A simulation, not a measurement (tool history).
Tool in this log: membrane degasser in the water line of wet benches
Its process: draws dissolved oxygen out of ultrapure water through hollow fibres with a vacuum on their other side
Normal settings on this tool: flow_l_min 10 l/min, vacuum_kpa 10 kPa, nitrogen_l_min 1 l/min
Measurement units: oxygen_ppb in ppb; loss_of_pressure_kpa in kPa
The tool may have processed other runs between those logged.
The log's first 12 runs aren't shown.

| run | hour | flow_l_min | vacuum_kpa | nitrogen_l_min | oxygen_ppb | loss_of_pressure_kpa |
|---|---|---|---|---|---|---|
| 13 | 588.3 | 10 | 10 | 1 | 222.2 | 64.06 |
|  | 595.4 | vacuum gauge calibrated |
| 14 | 656.9 | 10 | 10 | 1 | 225.8 | 64.3 |
| 15 | 723.4 | 10 | 10 | 1 | 219.7 | 63.68 |
|  | 739.8 | vacuum gauge calibrated, once more |
| 16 | 784.4 | 7 | 21.6 | 1.69 | 210.8 | 44.61 |
| 17 | 838 | 7 | 10.1 | 1 | 141.7 | 44.43 |
| 18 | 892.9 | 12 | 20.7 | 1.21 | 493.2 | 76.43 |
| 19 | 963.8 | 15 | 14.6 | 1 | 519.5 | 95.95 |
| 20 | 1036.3 | 15 | 14.6 | 1 | 520.6 | 95.81 |
| 21 | 1100.5 | 15 | 8.9 | 1.56 | 281.9 | 96 |
| 22 | 1160.6 | 15 | 8.9 | 1.56 | 279.5 | 96.44 |
| 23 | 1197.3 | 15 | 22.2 | 1.56 | 560 | 95.72 |
| 24 | 1245.3 | 15 | 22.2 | 1.56 | 550.9 | 96.26 |
| 25 | 1294.3 | 10 | 9.6 | 0.77 | 251.7 | 63.92 |
| 26 | 1362 | 8 | 9.6 | 0.46 | 281.7 | 51.2 |
| 27 | 1391.8 | 11 | 10 | 1 | 254.1 | 71 |
| 28 | 1427 | 11 | 10 | 1 | 252.2 | 70.96 |
| 29 | 1500.2 | 10 | 19.8 | 1 | 443.6 | 64.23 |
| 30 | 1566.3 | 10 | 19.8 | 1 | 443.3 | 64.49 |

Branching from run 30: 4 alternative next runs. What would each branch give?
| A | 1598.2 | 10 | 19.6 | 1 | ? | ? |
| B | 1598.2 | 7 | 19.8 | 1 | ? | ? |
| C | 1598.2 | 15 | 17.6 | 1.12 | ? | ? |
| D | 1598.2 | 16 | 6.1 | 0.7 | ? | ? |

| run | oxygen_ppb | loss_of_pressure_kpa |
|---|---|---|
| A | 441.1 | 64.4 |
| B | 306 | 45.41 |
| C | 577.6 | 95.83 |
| D | 314.6 | 103.3 |
Without the tool's unlogged condition, the same runs would have read:
| run | oxygen_ppb | loss_of_pressure_kpa |
|---|---|---|
| A | 426.2 | 62.67 |
| B | 294.4 | 44.2 |
| C | 556.9 | 93.25 |
| D | 293.7 | 100.53 |
